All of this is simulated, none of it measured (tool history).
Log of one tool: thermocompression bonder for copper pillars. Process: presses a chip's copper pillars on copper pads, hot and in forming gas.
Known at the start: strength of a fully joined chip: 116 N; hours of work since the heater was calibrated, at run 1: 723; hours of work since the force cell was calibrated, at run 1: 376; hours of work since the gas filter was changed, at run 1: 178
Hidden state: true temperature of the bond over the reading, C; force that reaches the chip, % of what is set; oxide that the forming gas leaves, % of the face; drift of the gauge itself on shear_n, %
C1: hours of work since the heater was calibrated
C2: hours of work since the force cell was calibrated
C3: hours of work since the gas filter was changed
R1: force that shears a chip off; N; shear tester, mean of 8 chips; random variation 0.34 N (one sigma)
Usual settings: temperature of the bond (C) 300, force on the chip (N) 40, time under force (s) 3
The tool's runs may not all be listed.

{"run": 1, "hour": 0.0, "temperature of the bond (C)": 300, "force on the chip (N)": 40, "time under force (s)": 3, "C1": 723, "C2": 376, "C3": 178, "R1": 65.4}
{"run": 2, "hour": 25.0, "temperature of the bond (C)": 272, "force on the chip (N)": 40, "time under force (s)": 3, "C1": 734, "C2": 387, "C3": 188, "R1": 44.5}
{"run": 3, "hour": 40.1, "temperature of the bond (C)": 272, "force on the chip (N)": 40, "time under force (s)": 3, "C1": 740, "C2": 393, "C3": 194, "R1": 44.5}
{"run": 4, "hour": 60.2, "temperature of the bond (C)": 272, "force on the chip (N)": 40, "time under force (s)": 3, "C1": 748, "C2": 401, "C3": 203, "R1": 44.2}
{"run": 5, "hour": 84.9, "temperature of the bond (C)": 300, "force on the chip (N)": 40, "time under force (s)": 3, "C1": 758, "C2": 412, "C3": 213, "R1": 65.5}
{"run": 6, "hour": 102.9, "temperature of the bond (C)": 300, "force on the chip (N)": 40, "time under force (s)": 3, "C1": 766, "C2": 419, "C3": 220, "R1": 65.5}
{"run": 7, "hour": 116.1, "temperature of the bond (C)": 300, "force on the chip (N)": 40, "time under force (s)": 6, "C1": 771, "C2": 424, "C3": 226, "R1": 79.4}
{"run": 8, "hour": 138.2, "temperature of the bond (C)": 300, "force on the chip (N)": 40, "time under force (s)": 6, "C1": 781, "C2": 434, "C3": 235, "R1": 79.4}
{"run": 9, "hour": 159.9, "temperature of the bond (C)": 291, "force on the chip (N)": 58, "time under force (s)": 7, "C1": 790, "C2": 443, "C3": 244, "R1": 94.6}
{"run": 10, "hour": 171.4, "temperature of the bond (C)": 314, "force on the chip (N)": 48, "time under force (s)": 3, "C1": 794, "C2": 447, "C3": 249, "R1": 85.8}
{"run": 11, "hour": 190.4, "temperature of the bond (C)": 306, "force on the chip (N)": 53, "time under force (s)": 3, "C1": 802, "C2": 455, "C3": 257, "R1": 85.1}
{"run": 12, "hour": 202.9, "temperature of the bond (C)": 300, "force on the chip (N)": 38, "time under force (s)": 3, "C1": 807, "C2": 460, "C3": 262, "R1": 62.6}
{"run": 13, "hour": 218.5, "temperature of the bond (C)": 329, "force on the chip (N)": 38, "time under force (s)": 2, "C1": 814, "C2": 467, "C3": 268, "R1": 75.5}
{"run": 14, "hour": 230.9, "temperature of the bond (C)": 280, "force on the chip (N)": 45, "time under force (s)": 3, "C1": 819, "C2": 472, "C3": 273, "R1": 55.3}
{"run": 15, "hour": 256.1, "temperature of the bond (C)": 290, "force on the chip (N)": 40, "time under force (s)": 3, "C1": 829, "C2": 482, "C3": 284, "R1": 57.7}

The next listed run, before its measurement:
{"run": 16, "hour": 280.3, "temperature of the bond (C)": 290, "force on the chip (N)": 27, "time under force (s)": 2, "C1": 839, "C2": 493, "C3": 294, "R1": "?"}

R1: 32.9 N
Without the tool's hidden state the same run would have given R1 32.8 N.
